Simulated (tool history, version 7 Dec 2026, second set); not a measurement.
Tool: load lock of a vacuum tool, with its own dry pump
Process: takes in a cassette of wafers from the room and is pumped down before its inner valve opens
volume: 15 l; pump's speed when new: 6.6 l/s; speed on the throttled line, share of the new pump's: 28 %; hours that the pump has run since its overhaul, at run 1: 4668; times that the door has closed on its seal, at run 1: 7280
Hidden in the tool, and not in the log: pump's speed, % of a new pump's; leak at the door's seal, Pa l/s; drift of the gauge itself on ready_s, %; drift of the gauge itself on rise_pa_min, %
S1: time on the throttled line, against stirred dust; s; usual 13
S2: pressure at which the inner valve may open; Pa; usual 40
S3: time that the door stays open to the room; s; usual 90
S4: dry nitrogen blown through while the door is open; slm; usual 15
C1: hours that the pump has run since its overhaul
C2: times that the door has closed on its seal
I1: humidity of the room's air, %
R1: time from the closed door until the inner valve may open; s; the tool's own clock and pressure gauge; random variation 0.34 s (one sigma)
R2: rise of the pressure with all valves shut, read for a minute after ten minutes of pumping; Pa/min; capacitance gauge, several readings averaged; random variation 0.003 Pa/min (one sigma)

Run 1, hour 0.0: usual settings; C1 4668; C2 7280; I1 45.2. Result: R1 28.8 s, R2 0.058 Pa/min.
Run 2, hour 91.7: usual settings but S1 20 s; C1 4760; C2 7489; I1 48.0. Result: R1 32.7 s, R2 0.065 Pa/min.
Run 3, hour 187.9: usual settings; C1 4856; C2 7708; I1 46.4. Result: R1 27.4 s, R2 0.063 Pa/min.
Run 4, hour 267.3: usual settings; C1 4935; C2 7889; I1 47.2. Result: R1 27.7 s, R2 0.060 Pa/min.
Run 5, hour 367.9: usual settings but S1 9 s; C1 5036; C2 8119; I1 48.2. Result: R1 25.0 s, R2 0.061 Pa/min.
Run 6, hour 451.8: usual settings but S1 9 s; C1 5120; C2 8310; I1 48.6. Result: R1 25.5 s, R2 0.068 Pa/min.
Run 7, hour 552.2: usual settings but S1 9 s; C1 5220; C2 8540; I1 45.4. Result: R1 24.9 s, R2 0.062 Pa/min.
Run 8, hour 629.8: usual settings but S1 16 s; C1 5298; C2 8717; I1 48.5. Result: R1 29.6 s, R2 0.062 Pa/min.
Run 9, hour 748.8: usual settings; C1 5417; C2 8988; I1 45.0. Result: R1 28.4 s, R2 0.062 Pa/min.
Run 10, hour 871.0: usual settings but S4 39 slm; C1 5539; C2 9267; I1 48.1. Result: R1 28.1 s, R2 0.049 Pa/min.

Forecast run 11:
Run 11, hour 975.1: usual settings but S4 39 slm; C1 5643; C2 9504; I1 46.9. Result: R1 ?, R2 ?.

{"run 11": {"R1": 28.2, "R2": 0.053}}
Without the tool's hidden state the same run would have given R1 27.5 s, R2 0.037 Pa/min.
